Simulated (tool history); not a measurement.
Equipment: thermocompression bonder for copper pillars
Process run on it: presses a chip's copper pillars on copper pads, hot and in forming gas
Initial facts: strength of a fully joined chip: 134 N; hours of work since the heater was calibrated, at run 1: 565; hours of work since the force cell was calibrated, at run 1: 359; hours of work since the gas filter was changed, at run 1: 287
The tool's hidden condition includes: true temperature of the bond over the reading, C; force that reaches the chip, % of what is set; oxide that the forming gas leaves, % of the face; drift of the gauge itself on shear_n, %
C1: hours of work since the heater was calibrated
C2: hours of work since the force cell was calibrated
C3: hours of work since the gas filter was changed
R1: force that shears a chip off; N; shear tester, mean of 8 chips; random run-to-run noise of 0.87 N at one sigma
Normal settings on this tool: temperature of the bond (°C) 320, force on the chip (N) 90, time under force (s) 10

{"run": 1, "hour": 0.0, "temperature of the bond (°C)": 320, "force on the chip (N)": 90, "time under force (s)": 10, "C1": 565, "C2": 359, "C3": 287, "R1": 67}
{"run": 2, "hour": 13.5, "temperature of the bond (°C)": 320, "force on the chip (N)": 90, "time under force (s)": 10, "C1": 573, "C2": 367, "C3": 296, "R1": 66.8}
{"run": 3, "hour": 32.2, "temperature of the bond (°C)": 320, "force on the chip (N)": 90, "time under force (s)": 10, "C1": 585, "C2": 379, "C3": 307, "R1": 65.2}
{"run": 4, "hour": 54.5, "temperature of the bond (°C)": 320, "force on the chip (N)": 85, "time under force (s)": 10, "C1": 598, "C2": 393, "C3": 321, "R1": 62.4}
{"run": 5, "hour": 85.4, "temperature of the bond (°C)": 320, "force on the chip (N)": 85, "time under force (s)": 10, "C1": 617, "C2": 412, "C3": 340, "R1": 62.2}
{"run": 6, "hour": 105.4, "temperature of the bond (°C)": 320, "force on the chip (N)": 85, "time under force (s)": 10, "C1": 630, "C2": 424, "C3": 353, "R1": 60.7}
{"hour": 108.7, "done": "force cell calibrated"}
{"run": 7, "hour": 129.5, "temperature of the bond (°C)": 349, "force on the chip (N)": 119, "time under force (s)": 7, "C1": 644, "C2": 13, "C3": 367, "R1": 96.3}
{"run": 8, "hour": 149.6, "temperature of the bond (°C)": 291, "force on the chip (N)": 80, "time under force (s)": 5, "C1": 656, "C2": 25, "C3": 379, "R1": 27.3}
{"run": 9, "hour": 164.8, "temperature of the bond (°C)": 291, "force on the chip (N)": 80, "time under force (s)": 5, "C1": 666, "C2": 35, "C3": 388, "R1": 26.8}
{"run": 10, "hour": 180.0, "temperature of the bond (°C)": 291, "force on the chip (N)": 62, "time under force (s)": 5, "C1": 675, "C2": 44, "C3": 398, "R1": 18.9}

The next listed run, before its measurement:
{"run": 11, "hour": 209.8, "temperature of the bond (°C)": 320, "force on the chip (N)": 110, "time under force (s)": 10, "C1": 693, "C2": 62, "C3": 416, "R1": "?"}

{"run 11": {"R1": 76.9}}
The same run, on a tool lacking any hidden state, would have yielded R1 84.3 N.
